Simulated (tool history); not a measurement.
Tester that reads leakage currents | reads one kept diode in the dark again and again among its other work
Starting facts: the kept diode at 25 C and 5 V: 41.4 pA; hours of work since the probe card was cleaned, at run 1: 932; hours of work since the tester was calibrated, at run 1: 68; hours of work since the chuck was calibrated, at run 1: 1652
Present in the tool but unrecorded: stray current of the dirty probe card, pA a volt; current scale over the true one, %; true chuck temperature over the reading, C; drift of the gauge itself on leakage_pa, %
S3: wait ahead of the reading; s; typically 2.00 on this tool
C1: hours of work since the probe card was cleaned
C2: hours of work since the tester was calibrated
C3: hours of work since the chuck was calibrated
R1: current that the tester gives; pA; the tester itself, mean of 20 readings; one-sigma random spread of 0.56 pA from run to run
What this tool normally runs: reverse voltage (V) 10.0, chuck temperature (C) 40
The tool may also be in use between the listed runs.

Run 1, day 0.000: usual settings; C1 932; C2 68; C3 1652. Result: R1 194.59 pA.
Run 2, day 1.212: usual settings; C1 946; C2 82; C3 1666. Result: R1 195.27 pA.
Run 3, day 2.733: usual settings; C1 964; C2 100; C3 1684. Result: R1 195.34 pA.
Run 4, day 4.300: usual settings but reverse voltage (V) 2.9; C1 982; C2 119; C3 1702. Result: R1 116.53 pA.
Run 5, day 5.875: usual settings but reverse voltage (V) 1.1; C1 1001; C2 137; C3 1721. Result: R1 78.21 pA.
Run 6, day 7.333: usual settings but reverse voltage (V) 1.1; C1 1018; C2 154; C3 1738. Result: R1 78.55 pA.
Run 7, day 8.638: usual settings but reverse voltage (V) 1.1; C1 1033; C2 170; C3 1753. Result: R1 78.37 pA.
Run 8, day 10.021: usual settings but chuck temperature (C) 38; C1 1050; C2 186; C3 1770. Result: R1 168.50 pA.
Run 9, day 11.571: usual settings but chuck temperature (C) 38; C1 1068; C2 204; C3 1788. Result: R1 169.13 pA.
Run 10, day 12.717: usual settings; C1 1081; C2 218; C3 1801. Result: R1 197.40 pA.
Run 11, day 14.221: usual settings; C1 1099; C2 236; C3 1819. Result: R1 196.90 pA.
Run 12, day 15.708: usual settings; C1 1117; C2 253; C3 1837. Result: R1 196.78 pA.
Run 13, day 16.408: usual settings but reverse voltage (V) 16.7; C1 1125; C2 261; C3 1845. Result: R1 244.64 pA.
Run 14, day 17.546: usual settings but reverse voltage (V) 16.7; C1 1138; C2 275; C3 1858. Result: R1 245.57 pA.
Run 15, day 18.392: usual settings but reverse voltage (V) 18.3; C1 1148; C2 285; C3 1868. Result: R1 256.43 pA.
Run 16, day 19.321: usual settings but chuck temperature (C) 48, S3 2.31 s; C1 1159; C2 296; C3 1879. Result: R1 351.79 pA.
Run 17, day 20.517: usual settings but reverse voltage (V) 12.4, chuck temperature (C) 32, S3 1.34 s; C1 1173; C2 310; C3 1893. Result: R1 120.55 pA.
Run 18, day 21.629: usual settings but reverse voltage (V) 12.4, chuck temperature (C) 32, S3 1.34 s; C1 1186; C2 323; C3 1906. Result: R1 120.51 pA.
Run 19, day 22.496: usual settings but reverse voltage (V) 13.1, chuck temperature (C) 27, S3 0.43 s; C1 1197; C2 333; C3 1916. Result: R1 89.07 pA.
Run 20, day 23.296: usual settings but reverse voltage (V) 13.1, chuck temperature (C) 27, S3 0.35 s; C1 1206; C2 342; C3 1926. Result: R1 90.75 pA.
Run 21, day 24.150: usual settings but reverse voltage (V) 13.1, chuck temperature (C) 27, S3 0.35 s; C1 1216; C2 352; C3 1936. Result: R1 91.01 pA.
Run 22, day 25.104: usual settings but reverse voltage (V) 13.1, chuck temperature (C) 27, S3 0.35 s; C1 1227; C2 364; C3 1947. Result: R1 90.80 pA.
Run 23, day 25.983: usual settings but reverse voltage (V) 13.1, chuck temperature (C) 21, S3 0.46 s; C1 1238; C2 374; C3 1957. Result: R1 59.71 pA.
Run 24, day 26.688: usual settings but reverse voltage (V) 13.1, chuck temperature (C) 21, S3 0.46 s; C1 1246; C2 382; C3 1966. Result: R1 59.36 pA.
Run 25, day 27.467: usual settings but reverse voltage (V) 13.1, chuck temperature (C) 21, S3 0.46 s; C1 1255; C2 391; C3 1975. Result: R1 59.83 pA.
Run 26, day 29.046: usual settings but reverse voltage (V) 10.1, chuck temperature (C) 60, S3 0.63 s; C1 1274; C2 410; C3 1994. Result: R1 817.55 pA.
Run 27, day 30.350: usual settings but reverse voltage (V) 10.1, chuck temperature (C) 60, S3 0.63 s; C1 1289; C2 425; C3 2009. Result: R1 820.93 pA.
Run 28, day 31.008: usual settings but reverse voltage (V) 10.1, chuck temperature (C) 60, S3 0.63 s; C1 1297; C2 433; C3 2017. Result: R1 820.64 pA.
Run 29, day 31.783: usual settings but reverse voltage (V) 10.1, chuck temperature (C) 60, S3 0.64 s; C1 1306; C2 442; C3 2026. Result: R1 822.29 pA.
Run 30, day 32.525: usual settings but reverse voltage (V) 10.1, chuck temperature (C) 60, S3 0.64 s; C1 1315; C2 451; C3 2034. Result: R1 820.60 pA.

Measured less the same run without the tool's hidden state. The same run-to-run variation is in both; the gauge's scatter may not be:
run      R1
  1   +9.66
  2   +9.81
  3   +9.96
  4   +4.20
  5   +2.35
  6   +2.39
  7   +2.41
  8  +10.14
  9  +10.31
 10  +11.06
 11  +11.17
 12  +11.31
 13  +17.02
 14  +17.26
 15  +18.79
 16  +14.99
 17  +11.81
 18  +11.93
 19  +11.66
 20  +11.79
 21  +11.90
 22  +11.97
 23  +11.32
 24  +11.33
 25  +11.47
 26  +26.19
 27  +26.54
 28  +26.65
 29  +26.85
 30  +26.93

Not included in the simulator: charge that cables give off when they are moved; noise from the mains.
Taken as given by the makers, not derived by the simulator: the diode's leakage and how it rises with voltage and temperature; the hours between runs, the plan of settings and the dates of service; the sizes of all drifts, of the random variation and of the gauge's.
